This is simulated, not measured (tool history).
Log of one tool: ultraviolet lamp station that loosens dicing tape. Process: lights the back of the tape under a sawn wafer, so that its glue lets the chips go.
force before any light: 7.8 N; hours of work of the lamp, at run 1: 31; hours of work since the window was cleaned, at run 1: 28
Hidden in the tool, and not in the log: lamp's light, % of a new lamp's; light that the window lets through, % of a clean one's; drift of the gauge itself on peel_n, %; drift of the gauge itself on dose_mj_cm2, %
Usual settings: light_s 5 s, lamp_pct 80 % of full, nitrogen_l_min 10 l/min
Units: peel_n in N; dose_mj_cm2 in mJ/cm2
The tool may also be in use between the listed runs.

run   hour  light_s  lamp_pct  nitrogen_l_min  hours of work of the lamp  hours of work since the window was cleaned  peel_n  dose_mj_cm2
  1    0.0        5        80              10                         31                                          28   0.296          445
  2    8.0        5        80              10                         37                                          33   0.298          443
  3   13.3        5        80              10                         41                                          37   0.317          438
  4   19.7        5        80              10                         45                                          42   0.309          443
  5   26.8        5        80               5                         51                                          47   0.461          445
  6   37.0        5        80              10                         58                                          54   0.299          445
  7   45.1        5        80              10                         64                                          60   0.306          439
  8   50.4        5        80               6                         68                                          64   0.412          434
  9   56.7        5        80               6                         72                                          69   0.434          436
 10   65.1        5        80               6                         78                                          75   0.444          438
 11   74.7        5        62              10                         85                                          82   0.575          337
 12   82.3        5        72              10                         91                                          87   0.410          393
 13   89.4        5        72              12                         96                                          92   0.363          390
 14   94.5        9        80               4                         99                                          96   0.175          780
 15  102.9        9        86               4                        106                                         102   0.160          826
 16  110.3        3        87              16                        111                                         107   0.662          278
     111.6  -- window cleaned of glue's vapour
 17  118.9        5        77              16                        117                                           5   0.272          411
 18  124.6        5        80              16                        121                                           9   0.256          429
 19  133.5        3        80              10                        127                                          16   1.011          252
 20  143.7        7        96               9                        135                                          23   0.149          713
 21  152.0        7        96              11                        141                                          29   0.142          706
 22  160.3        7        93               8                        147                                          35   0.159          687
     163.6  -- window cleaned of glue's vapour, once more
 23  169.2        7        93               8                        153                                           4   0.153          699

Run 24 comes next. What will it give?
 24  180.4        9        63               6                        161                                          12       ?            ?

{"run 24": {"peel_n": 0.21, "dose_mj_cm2": 605}}
Without the tool's hidden state the same run would have given peel_n 0.192 N, dose_mj_cm2 635 mJ/cm2.

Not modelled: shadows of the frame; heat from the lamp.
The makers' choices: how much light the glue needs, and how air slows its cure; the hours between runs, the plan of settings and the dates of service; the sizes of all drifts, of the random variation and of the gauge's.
